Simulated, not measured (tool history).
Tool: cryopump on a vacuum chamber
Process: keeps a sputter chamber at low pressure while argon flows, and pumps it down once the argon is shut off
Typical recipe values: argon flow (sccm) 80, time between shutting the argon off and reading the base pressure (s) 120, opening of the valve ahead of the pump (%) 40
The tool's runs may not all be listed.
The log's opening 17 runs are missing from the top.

run     day  argon flow (sccm)  time between shutting the argon off and reading the base pressure (s)  opening of the valve ahead of the pump (%)  hours of work since the pump was warmed up and emptied  hours of work since the cold head was overhauled  hours of work since the chamber's fittings were tightened  pressure while argon flows (Pa)  pressure after the wait (uPa)
 18   8.421                 80                                                                    140                                          40                                                     366                                               366                                                        266                           0.2253                           1.25
 19   8.721                 80                                                                    120                                          54                                                     370                                               370                                                        270                           0.1696                           1.38
 20   9.167                 80                                                                    120                                          54                                                     377                                               377                                                        277                           0.1706                           1.34
 21   9.571                 80                                                                    120                                          54                                                     382                                               382                                                        282                           0.1725                           1.42
 22  10.204                 67                                                                    182                                          32                                                     392                                               392                                                        292                            0.232                           1.12
 23  10.596                125                                                                    120                                          45                                                     397                                               397                                                        297                           0.3172                           1.37
 24  11.196                125                                                                    120                                          45                                                     406                                               406                                                        306                           0.3187                           1.45
 25  11.496                129                                                                     27                                          40                                                     410                                               410                                                        310                           0.3642                           3.96
 26  11.812                 40                                                                     38                                          46                                                     415                                               415                                                        315                           0.0993                           3.12

Run 27, settings as shown, results not yet in. Your forecast:
 27  12.392                 98                                                                    120                                          57                                                     423                                               423                                                        323                                ?                              ?

{"run 27": {"pressure while argon flows (Pa)": 0.2011, "pressure after the wait (uPa)": 1.44}}
Without the tool's hidden state the same run would have given pressure while argon flows (Pa) 0.1797, pressure after the wait (uPa) 0.93.
